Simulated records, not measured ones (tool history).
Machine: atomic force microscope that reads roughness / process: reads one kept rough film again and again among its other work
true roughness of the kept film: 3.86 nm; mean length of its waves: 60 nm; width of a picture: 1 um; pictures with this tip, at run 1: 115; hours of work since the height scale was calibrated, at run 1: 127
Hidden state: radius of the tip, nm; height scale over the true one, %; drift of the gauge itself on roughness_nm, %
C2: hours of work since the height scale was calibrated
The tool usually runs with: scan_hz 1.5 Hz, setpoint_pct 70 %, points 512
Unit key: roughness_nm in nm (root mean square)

run 1 hour=0 | scan_hz=1.5 setpoint_pct=70 points=512 | pictures_with_this_tip=115 C2=127 | roughness_nm=3.434
-- hour=10.5 new tip fitted
run 2 hour=43.3 | scan_hz=1.5 setpoint_pct=70 points=512 | pictures_with_this_tip=41 C2=145 | roughness_nm=3.576
run 3 hour=100.8 | scan_hz=1.5 setpoint_pct=86 points=512 | pictures_with_this_tip=113 C2=169 | roughness_nm=3.258
-- hour=117.2 new tip fitted
run 4 hour=146.3 | scan_hz=1.5 setpoint_pct=86 points=512 | pictures_with_this_tip=37 C2=188 | roughness_nm=3.385
run 5 hour=175.5 | scan_hz=1.5 setpoint_pct=87 points=512 | pictures_with_this_tip=73 C2=201 | roughness_nm=3.338
-- hour=218.5 new tip fitted
run 6 hour=218.5 | scan_hz=1.02 setpoint_pct=70 points=512 | pictures_with_this_tip=0 C2=219 | roughness_nm=3.692
run 7 hour=270.2 | scan_hz=1.5 setpoint_pct=73 points=512 | pictures_with_this_tip=65 C2=241 | roughness_nm=3.49
run 8 hour=312.7 | scan_hz=1.5 setpoint_pct=73 points=512 | pictures_with_this_tip=118 C2=259 | roughness_nm=3.376
-- hour=321.6 new tip fitted
run 9 hour=342.1 | scan_hz=0.69 setpoint_pct=70 points=512 | pictures_with_this_tip=25 C2=271 | roughness_nm=3.642
run 10 hour=395.6 | scan_hz=0.69 setpoint_pct=70 points=512 | pictures_with_this_tip=92 C2=294 | roughness_nm=3.52
-- hour=425.2 new tip fitted
run 11 hour=427.3 | scan_hz=1.5 setpoint_pct=70 points=512 | pictures_with_this_tip=2 C2=307 | roughness_nm=3.64
run 12 hour=462.9 | scan_hz=1.5 setpoint_pct=70 points=512 | pictures_with_this_tip=47 C2=322 | roughness_nm=3.541
run 13 hour=503.9 | scan_hz=1.5 setpoint_pct=70 points=512 | pictures_with_this_tip=99 C2=339 | roughness_nm=3.432
-- hour=531.9 new tip fitted
run 14 hour=539.3 | scan_hz=1.5 setpoint_pct=70 points=376 | pictures_with_this_tip=9 C2=354 | roughness_nm=3.61
run 15 hour=595.8 | scan_hz=1.5 setpoint_pct=70 points=376 | pictures_with_this_tip=80 C2=378 | roughness_nm=3.498
run 16 hour=630.6 | scan_hz=1.5 setpoint_pct=70 points=376 | pictures_with_this_tip=124 C2=393 | roughness_nm=3.367
-- hour=635.7 new tip fitted
run 17 hour=689.6 | scan_hz=1.5 setpoint_pct=70 points=376 | pictures_with_this_tip=67 C2=418 | roughness_nm=3.517
run 18 hour=724.2 | scan_hz=1.5 setpoint_pct=70 points=512 | pictures_with_this_tip=111 C2=432 | roughness_nm=3.434
-- hour=738.2 new tip fitted
run 19 hour=783.3 | scan_hz=1.5 setpoint_pct=70 points=512 | pictures_with_this_tip=56 C2=457 | roughness_nm=3.535
run 20 hour=837.7 | scan_hz=1.5 setpoint_pct=70 points=512 | pictures_with_this_tip=125 C2=480 | roughness_nm=3.392
-- hour=841.4 new tip fitted
run 21 hour=888.2 | scan_hz=0.92 setpoint_pct=82 points=352 | pictures_with_this_tip=58 C2=502 | roughness_nm=3.514
-- hour=943.1 new tip fitted
run 22 hour=943.1 | scan_hz=0.92 setpoint_pct=82 points=352 | pictures_with_this_tip=0 C2=525 | roughness_nm=3.628
run 23 hour=977.2 | scan_hz=0.92 setpoint_pct=82 points=352 | pictures_with_this_tip=42 C2=539 | roughness_nm=3.54
run 24 hour=1021.7 | scan_hz=3.53 setpoint_pct=57 points=376 | pictures_with_this_tip=98 C2=558 | roughness_nm=3.444
-- hour=1045.3 new tip fitted
run 25 hour=1051 | scan_hz=3.53 setpoint_pct=57 points=376 | pictures_with_this_tip=7 C2=570 | roughness_nm=3.618
run 26 hour=1079.2 | scan_hz=1.68 setpoint_pct=84 points=376 | pictures_with_this_tip=43 C2=582 | roughness_nm=3.402
run 27 hour=1121.9 | scan_hz=1.68 setpoint_pct=60 points=368 | pictures_with_this_tip=96 C2=600 | roughness_nm=3.49
-- hour=1149.4 new tip fitted
run 28 hour=1173.6 | scan_hz=3.72 setpoint_pct=74 points=482 | pictures_with_this_tip=31 C2=622 | roughness_nm=3.333
run 29 hour=1216.1 | scan_hz=3.32 setpoint_pct=88 points=480 | pictures_with_this_tip=84 C2=640 | roughness_nm=3.013
-- hour=1254.6 new tip fitted
run 30 hour=1267.5 | scan_hz=1.94 setpoint_pct=82 points=612 | pictures_with_this_tip=16 C2=662 | roughness_nm=3.468
run 31 hour=1315.8 | scan_hz=0.52 setpoint_pct=70 points=512 | pictures_with_this_tip=76 C2=682 | roughness_nm=3.566
run 32 hour=1354.8 | scan_hz=0.52 setpoint_pct=70 points=512 | pictures_with_this_tip=125 C2=699 | roughness_nm=3.496
-- hour=1359.3 new tip fitted
run 33 hour=1380.4 | scan_hz=1.37 setpoint_pct=60 points=512 | pictures_with_this_tip=27 C2=710 | roughness_nm=3.674
run 34 hour=1411.1 | scan_hz=1.37 setpoint_pct=60 points=512 | pictures_with_this_tip=65 C2=723 | roughness_nm=3.599
run 35 hour=1458 | scan_hz=1.37 setpoint_pct=60 points=512 | pictures_with_this_tip=124 C2=742 | roughness_nm=3.466
-- hour=1463.4 new tip fitted
run 36 hour=1487.9 | scan_hz=3.55 setpoint_pct=60 points=315 | pictures_with_this_tip=31 C2=755 | roughness_nm=3.524
run 37 hour=1527 | scan_hz=1.5 setpoint_pct=89 points=512 | pictures_with_this_tip=80 C2=772 | roughness_nm=3.271
run 38 hour=1560.1 | scan_hz=0.87 setpoint_pct=64 points=447 | pictures_with_this_tip=122 C2=786 | roughness_nm=3.486
-- hour=1565.6 new tip fitted
run 39 hour=1602.2 | scan_hz=0.87 setpoint_pct=64 points=447 | pictures_with_this_tip=46 C2=803 | roughness_nm=3.624
run 40 hour=1647.8 | scan_hz=1.9 setpoint_pct=70 points=512 | pictures_with_this_tip=103 C2=823 | roughness_nm=3.417

Each row is a separate what-if for the run after 40, all from the same tool condition, not one after another. Results?
-- hour=1667.1 new tip fitted
run A hour=1674.6 | scan_hz=2.08 setpoint_pct=64 points=448 | pictures_with_this_tip=9 C2=834 | roughness_nm=?
-- hour=1667.1 new tip fitted
run B hour=1674.6 | scan_hz=2.7 setpoint_pct=70 points=512 | pictures_with_this_tip=9 C2=834 | roughness_nm=?
-- hour=1667.1 new tip fitted
run C hour=1674.6 | scan_hz=0.52 setpoint_pct=74 points=380 | pictures_with_this_tip=9 C2=834 | roughness_nm=?
-- hour=1667.1 new tip fitted
run D hour=1674.6 | scan_hz=1.9 setpoint_pct=70 points=273 | pictures_with_this_tip=9 C2=834 | roughness_nm=?
-- hour=1667.1 new tip fitted
run E hour=1674.6 | scan_hz=3.13 setpoint_pct=79 points=439 | pictures_with_this_tip=9 C2=834 | roughness_nm=?

run=A roughness_nm=3.639
run=B roughness_nm=3.548
run=C roughness_nm=3.705
run=D roughness_nm=3.608
run=E roughness_nm=3.36
Without the tool's unlogged condition, the same runs would have read:
run=A roughness_nm=3.643
run=B roughness_nm=3.552
run=C roughness_nm=3.709
run=D roughness_nm=3.612
run=E roughness_nm=3.364
